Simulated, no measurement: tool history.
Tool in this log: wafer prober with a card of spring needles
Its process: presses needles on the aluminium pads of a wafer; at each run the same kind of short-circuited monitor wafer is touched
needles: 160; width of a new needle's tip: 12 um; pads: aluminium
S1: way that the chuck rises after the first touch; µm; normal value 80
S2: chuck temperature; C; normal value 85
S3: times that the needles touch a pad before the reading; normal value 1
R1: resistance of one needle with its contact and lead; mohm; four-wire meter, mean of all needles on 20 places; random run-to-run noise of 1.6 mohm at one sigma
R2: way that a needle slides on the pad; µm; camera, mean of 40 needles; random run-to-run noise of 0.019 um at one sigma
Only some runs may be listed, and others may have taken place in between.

run	hour	S1	S2	S3	R1	R2
1	0.0	80	85	1	324	22.09
# hour 1.7: tips cleaned on abrasive film
# hour 15.9: tips cleaned on abrasive film
2	18.8	80	85	1	247	22.00
# hour 30.6: tips cleaned on abrasive film
3	42.3	80	85	1	327	21.97
# hour 45.6: tips cleaned on abrasive film
4	57.4	64	85	1	408	17.50
# hour 59.9: tips cleaned on abrasive film
# hour 75.9: tips cleaned on abrasive film
5	77.8	64	85	1	253	17.50
# hour 91.2: tips cleaned on abrasive film
6	97.1	64	85	1	364	17.47
# hour 106.6: tips cleaned on abrasive film
# hour 108.9: height of the first contact set anew
# hour 119.9: tips cleaned on abrasive film, once more
7	124.0	64	85	1	340	17.75
# hour 136.4: tips cleaned on abrasive film
8	150.0	64	85	1	405	17.75
# hour 152.0: tips cleaned on abrasive film
9	161.8	81	79	3	221	22.41
# hour 166.6: tips cleaned on abrasive film
# hour 181.3: tips cleaned on abrasive film
10	182.2	70	28	3	176	19.28
# hour 195.9: tips cleaned on abrasive film
11	207.3	70	28	3	236	19.26

Forecast each of these 3 alternatives for the next run:
# hour 211.1: tips cleaned on abrasive film
# hour 225.3: tips cleaned on abrasive film
A	225.3	76	28	2	?	?
# hour 211.1: tips cleaned on abrasive film
# hour 225.3: tips cleaned on abrasive film
B	225.3	61	46	3	?	?
# hour 211.1: tips cleaned on abrasive film
# hour 225.3: tips cleaned on abrasive film
C	225.3	80	83	1	?	?

run	R1	R2
A	165	20.91
B	168	16.69
C	179	21.97
Without the tool's unlogged condition, the same runs would have read:
run	R1	R2
A	152	21.14
B	157	16.91
C	161	22.20
